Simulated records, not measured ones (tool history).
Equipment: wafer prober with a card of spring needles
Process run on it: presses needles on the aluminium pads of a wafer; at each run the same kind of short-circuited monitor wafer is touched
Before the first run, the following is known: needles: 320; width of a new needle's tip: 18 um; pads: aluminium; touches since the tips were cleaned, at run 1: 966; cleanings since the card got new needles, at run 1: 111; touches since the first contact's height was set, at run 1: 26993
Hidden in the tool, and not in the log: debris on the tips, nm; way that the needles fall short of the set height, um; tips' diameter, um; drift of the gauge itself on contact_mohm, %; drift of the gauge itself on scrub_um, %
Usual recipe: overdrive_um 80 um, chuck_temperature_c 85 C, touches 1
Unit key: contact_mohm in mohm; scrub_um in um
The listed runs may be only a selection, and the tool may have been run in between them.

run,hour,overdrive_um,chuck_temperature_c,touches,touches since the tips were cleaned,cleanings since the card got new needles,touches since the first contact's height was set,contact_mohm,scrub_um
1,0.0,80,85,1,966,111,26993,227,11.94
# hour 6.9: tips cleaned on abrasive film
# hour 17.8: tips cleaned on abrasive film
# hour 27.5: tips cleaned on abrasive film
2,27.5,80,85,1,0,114,35313,210,11.98
# hour 37.3: tips cleaned on abrasive film
# hour 47.1: tips cleaned on abrasive film
3,49.1,80,85,1,638,116,41857,224,11.98
# hour 56.6: tips cleaned on abrasive film
# hour 67.1: tips cleaned on abrasive film
# hour 76.2: tips cleaned on abrasive film
4,76.8,80,85,2,183,119,50204,211,11.88
# hour 86.2: tips cleaned on abrasive film
# hour 96.9: tips cleaned on abrasive film
5,102.1,69,85,2,1592,121,57886,236,10.17
# hour 106.5: tips cleaned on abrasive film
# hour 116.6: tips cleaned on abrasive film
6,121.8,80,85,1,1576,123,63840,246,11.71
# hour 125.8: tips cleaned on abrasive film
# hour 136.2: tips cleaned on abrasive film
# hour 146.1: tips cleaned on abrasive film
7,146.1,80,85,1,0,126,71160,212,11.71
# hour 156.0: tips cleaned on abrasive film
8,162.7,80,26,1,2044,127,76220,231,11.76
# hour 166.5: tips cleaned on abrasive film
# hour 177.0: tips cleaned on abrasive film
9,177.0,80,26,1,0,129,80533,199,11.69
# hour 187.0: tips cleaned on abrasive film
# hour 198.0: tips cleaned on abrasive film
10,200.3,80,26,1,698,131,87587,218,11.65
# hour 207.8: tips cleaned on abrasive film
# hour 218.4: tips cleaned on abrasive film
11,219.9,80,26,1,476,133,93525,213,11.62
# hour 228.7: tips cleaned on abrasive film
# hour 238.6: tips cleaned on abrasive film
# hour 248.0: tips cleaned on abrasive film
12,248.0,80,26,1,0,136,102007,200,11.57
# hour 258.4: tips cleaned on abrasive film
# hour 267.7: tips cleaned on abrasive film
13,268.2,80,85,3,141,138,108102,210,11.57
# hour 277.4: tips cleaned on abrasive film
# hour 286.5: tips cleaned on abrasive film
14,291.0,80,33,1,1380,140,115031,229,11.53
# hour 296.1: tips cleaned on abrasive film
# hour 306.0: tips cleaned on abrasive film
15,312.5,62,85,1,1989,142,121532,281,8.65
# hour 316.5: tips cleaned on abrasive film
16,324.5,83,39,1,2446,143,125162,242,11.85
# hour 325.8: tips cleaned on abrasive film
# hour 336.2: tips cleaned on abrasive film
# hour 346.0: tips cleaned on abrasive film
17,346.5,83,82,1,151,146,131794,224,11.80
# hour 356.0: tips cleaned on abrasive film
18,360.4,83,82,1,1359,147,136016,238,11.77
# hour 366.1: tips cleaned on abrasive film
# hour 375.6: tips cleaned on abrasive film
19,375.6,83,82,1,0,149,140581,217,11.74
# hour 385.1: tips cleaned on abrasive film
# hour 394.5: tips cleaned on abrasive film
20,402.3,83,82,1,2392,151,148701,255,11.75
# hour 403.7: tips cleaned on abrasive film
# hour 404.0: height of the first contact set anew
# hour 413.4: tips cleaned on abrasive film
# hour 424.7: tips cleaned on abrasive film
21,430.2,83,82,1,1682,154,7940,245,11.42
# hour 434.0: tips cleaned on abrasive film
# hour 443.4: tips cleaned on abrasive film
22,443.4,83,43,2,0,156,11911,200,11.41
# hour 453.9: tips cleaned on abrasive film
23,457.8,85,107,2,1183,157,16284,224,11.65
# hour 463.8: tips cleaned on abrasive film
24,470.0,85,107,2,1912,158,19999,238,11.66
# hour 474.4: tips cleaned on abrasive film
# hour 485.0: tips cleaned on abrasive film
# hour 489.5: height of the first contact set anew, once more
25,491.4,91,28,3,1888,160,583,202,13.77

For run 26, what comes out?
# hour 494.6: tips cleaned on abrasive film
# hour 504.6: tips cleaned on abrasive film
# hour 515.0: tips cleaned on abrasive film
26,520.2,91,28,3,1614,163,9293,?,?

For run 26 the tool returned contact_mohm 202 mohm, scrub_um 13.70 um.
Were there no unlogged condition in the tool, this run, its random variation unchanged, would have produced contact_mohm 189 mohm, scrub_um 13.75 um.
